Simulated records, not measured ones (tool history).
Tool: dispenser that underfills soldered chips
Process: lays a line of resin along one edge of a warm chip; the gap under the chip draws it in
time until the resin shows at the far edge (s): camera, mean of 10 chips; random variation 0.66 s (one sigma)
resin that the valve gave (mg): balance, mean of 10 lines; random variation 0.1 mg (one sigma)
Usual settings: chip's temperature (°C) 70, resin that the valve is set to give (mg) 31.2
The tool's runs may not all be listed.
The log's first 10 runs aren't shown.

| run | hour | chip's temperature (°C) | resin that the valve is set to give (mg) | time until the resin shows at the far edge (s) | resin that the valve gave (mg) |
|---|---|---|---|---|---|
|  | 63.2 | new syringe of resin |
|  | 70.6 | new syringe of resin |
| 11 | 70.6 | 70 | 31.2 | 57.3 | 30.66 |
|  | 78.9 | new syringe of resin |
| 12 | 80.0 | 70 | 31.2 | 60.1 | 30.71 |
| 13 | 84.6 | 70 | 31.2 | 69.0 | 30.68 |
|  | 86.9 | new syringe of resin |
|  | 91.3 | dispensing valve cleaned and set on the balance |
| 14 | 94.1 | 78 | 31.2 | 55.2 | 31.19 |
|  | 95.9 | new syringe of resin |
| 15 | 99.9 | 78 | 31.2 | 51.2 | 31.22 |
|  | 103.6 | new syringe of resin |
| 16 | 105.1 | 78 | 31.2 | 47.4 | 31.05 |
| 17 | 109.7 | 78 | 31.2 | 53.8 | 31.08 |
|  | 111.1 | new syringe of resin |
|  | 118.4 | new syringe of resin |
| 18 | 119.2 | 78 | 31.2 | 45.8 | 30.82 |
|  | 125.8 | new syringe of resin |
| 19 | 129.0 | 78 | 31.2 | 49.7 | 30.83 |
|  | 133.7 | new syringe of resin |
| 20 | 136.8 | 78 | 31.2 | 49.3 | 30.80 |
|  | 141.1 | new syringe of resin |
| 21 | 144.0 | 78 | 31.2 | 47.7 | 30.56 |
|  | 148.9 | new syringe of resin |
|  | 151.5 | dispensing valve cleaned and set on the balance |
| 22 | 152.4 | 70 | 39.9 | 59.8 | 39.95 |
|  | 157.5 | new syringe of resin |
| 23 | 160.5 | 59 | 39.9 | 83.4 | 39.81 |
|  | 164.9 | new syringe of resin |
| 24 | 168.3 | 73 | 36.5 | 55.4 | 36.47 |
|  | 172.8 | new syringe of resin |
| 25 | 173.6 | 56 | 31.2 | 91.6 | 30.94 |
|  | 180.3 | new syringe of resin |
| 26 | 180.3 | 75 | 34.9 | 47.3 | 34.53 |
|  | 187.8 | new syringe of resin |
| 27 | 187.9 | 62 | 29.9 | 71.5 | 29.48 |
| 28 | 193.6 | 60 | 28.4 | 93.3 | 28.00 |
|  | 195.5 | new syringe of resin |
| 29 | 198.3 | 60 | 28.4 | 85.2 | 27.99 |
|  | 202.9 | new syringe of resin |
| 30 | 202.9 | 60 | 26.8 | 80.9 | 26.55 |
|  | 210.9 | dispensing valve cleaned and set on the balance |
|  | 211.8 | new syringe of resin |
| 31 | 213.7 | 60 | 26.8 | 86.8 | 26.73 |
|  | 219.7 | new syringe of resin |
| 32 | 220.2 | 68 | 26.8 | 63.5 | 26.87 |
| 33 | 224.5 | 80 | 35.6 | 46.5 | 35.34 |
|  | 227.2 | new syringe of resin |
| 34 | 229.5 | 80 | 35.6 | 43.6 | 35.27 |
|  | 234.9 | new syringe of resin |
| 35 | 235.7 | 80 | 35.6 | 41.4 | 35.42 |

Forecast each of these 4 alternatives for the next run:
| A | 241.5 | 77 | 40.2 | ? | ? |
| B | 241.5 | 79 | 33.1 | ? | ? |
| C | 241.5 | 57 | 31.2 | ? | ? |
| D | 241.5 | 60 | 36.9 | ? | ? |

| run | time until the resin shows at the far edge (s) | resin that the valve gave (mg) |
|---|---|---|
| A | 53.8 | 39.99 |
| B | 51.0 | 32.92 |
| C | 103.5 | 30.96 |
| D | 92.3 | 36.50 |
Without the tool's hidden state the same runs would have given:
| run | time until the resin shows at the far edge (s) | resin that the valve gave (mg) |
|---|---|---|
| A | 46.4 | 40.42 |
| B | 43.8 | 33.27 |
| C | 89.7 | 31.29 |
| D | 80.0 | 36.89 |
